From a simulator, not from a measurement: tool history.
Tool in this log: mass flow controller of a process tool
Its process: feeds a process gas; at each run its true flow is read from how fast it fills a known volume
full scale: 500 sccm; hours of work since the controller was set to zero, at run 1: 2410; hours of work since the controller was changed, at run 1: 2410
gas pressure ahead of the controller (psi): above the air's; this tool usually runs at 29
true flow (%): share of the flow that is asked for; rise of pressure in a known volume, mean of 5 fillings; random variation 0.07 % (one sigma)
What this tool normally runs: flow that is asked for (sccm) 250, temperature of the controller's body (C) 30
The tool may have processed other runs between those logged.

run	hour	flow that is asked for (sccm)	gas pressure ahead of the controller (psi)	temperature of the controller's body (C)	hours of work since the controller was set to zero	hours of work since the controller was changed	true flow (%)
1	0	250	29	30	2410	2410	98.58
2	113.5	250	32.1	30	2461	2461	98.73
3	257.9	250	29	30	2526	2526	98.54
4	404.4	79	29	30	2592	2592	98.98
5	582.3	79	29	30	2672	2672	98.95
6	689.4	79	29	22	2721	2721	99.41
7	870	286	29	30	2802	2802	98.58
8	1045.3	250	29	30	2881	2881	98.5
9	1169.4	250	29	32	2937	2937	98.46
# hour 1181.2: controller's zero set anew
10	1311	250	29	32	58	3000	98.52
11	1434.3	250	29	32	114	3056	98.47
12	1569.5	250	29	30	175	3116	98.54
13	1646.9	250	29	30	210	3151	98.64
14	1734.4	250	29	30	249	3191	98.72
# hour 1751.3: controller's zero set anew, once more
15	1874.1	250	29	30	55	3253	97.92
16	2035.6	250	29	30	128	3326	97.95
17	2220.5	250	29	30	211	3409	97.95
18	2300.4	65	27	39	247	3445	97.21
19	2469.7	65	27	39	323	3521	97.19
20	2633	166	31.9	36	397	3595	97.54
21	2812	166	31.9	36	477	3675	97.4
22	2928.4	68	29	31	530	3728	97.61
23	3016.7	250	32.9	30	569	3768	98.06
24	3092.2	79	25.7	32	603	3802	97.52
25	3178.2	83	29	30	642	3840	97.55
26	3267.2	250	27.4	23	682	3880	98.12
27	3390.8	76	39.5	39	738	3936	97.29
28	3486.1	76	39.5	39	781	3979	97.38
29	3658.8	473	26.5	30	858	4056	98.44
30	3796.6	473	26.5	33	920	4119	98.34
31	3942	210	37.6	30	986	4184	97.8
32	4068.2	250	29	26	1043	4241	97.97
33	4213	250	40.2	30	1108	4306	97.95
34	4304.6	250	26	31	1149	4347	97.72

How the hidden state differs across the entries between the runs, from the last listed run before each to the first after it:
Logged between run 9 and run 10: controller's zero set anew (hour 1181.2)
  flow at rest that the sensor doesn't see, % of full scale: 0.242 -> 0.311; true flow over the shown one, %: -0.91 -> -0.93
  measured value less the no-hidden-state value, true flow (%): -0.42 -> -0.31
Logged between run 14 and run 15: controller's zero set anew, once more (hour 1751.3)
  flow at rest that the sensor doesn't see, % of full scale: 0.324 -> 0.036; true flow over the shown one, %: -1 -> -1.02
  measured value less the no-hidden-state value, true flow (%): -0.35 -> -0.95
